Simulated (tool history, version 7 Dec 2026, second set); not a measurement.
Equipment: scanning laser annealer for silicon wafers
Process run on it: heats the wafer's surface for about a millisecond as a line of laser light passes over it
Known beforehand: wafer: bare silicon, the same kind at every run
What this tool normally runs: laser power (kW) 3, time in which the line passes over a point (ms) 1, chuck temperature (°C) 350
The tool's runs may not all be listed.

| run | hour | laser power (kW) | time in which the line passes over a point (ms) | chuck temperature (°C) | highest temperature of the surface (°C) |
|---|---|---|---|---|---|
| 1 | 0 | 3 | 1 | 350 | 1082 |
| 2 | 32.5 | 3 | 1 | 350 | 1083 |
| 3 | 49.2 | 3.206 | 1 | 350 | 1147 |
| 4 | 66 | 3 | 1 | 350 | 1083 |
| 5 | 93.2 | 3 | 1 | 350 | 1087 |
| 6 | 117.1 | 3 | 1 | 350 | 1084 |
| 7 | 151.4 | 3 | 1 | 350 | 1082 |
| 8 | 177.4 | 3 | 0.84 | 350 | 1023 |
| 9 | 199.4 | 3 | 0.84 | 350 | 1024 |
| 10 | 233.3 | 3 | 0.84 | 350 | 1024 |
| 11 | 267.7 | 3 | 1 | 350 | 1080 |
| 12 | 303.1 | 2.707 | 1 | 350 | 990 |
| 13 | 333.7 | 2.707 | 1 | 350 | 987 |
| 14 | 355.9 | 2.603 | 1.21 | 345 | 1008 |
| 15 | 379.2 | 2.918 | 1.05 | 382 | 1096 |

The next listed run, before its measurement:
| 16 | 419.2 | 2.918 | 1.08 | 382 | ? |

Logged for run 16: highest temperature of the surface (°C) 1107.
Had the tool carried no hidden state, the very same run would have given highest temperature of the surface (°C) 1153.
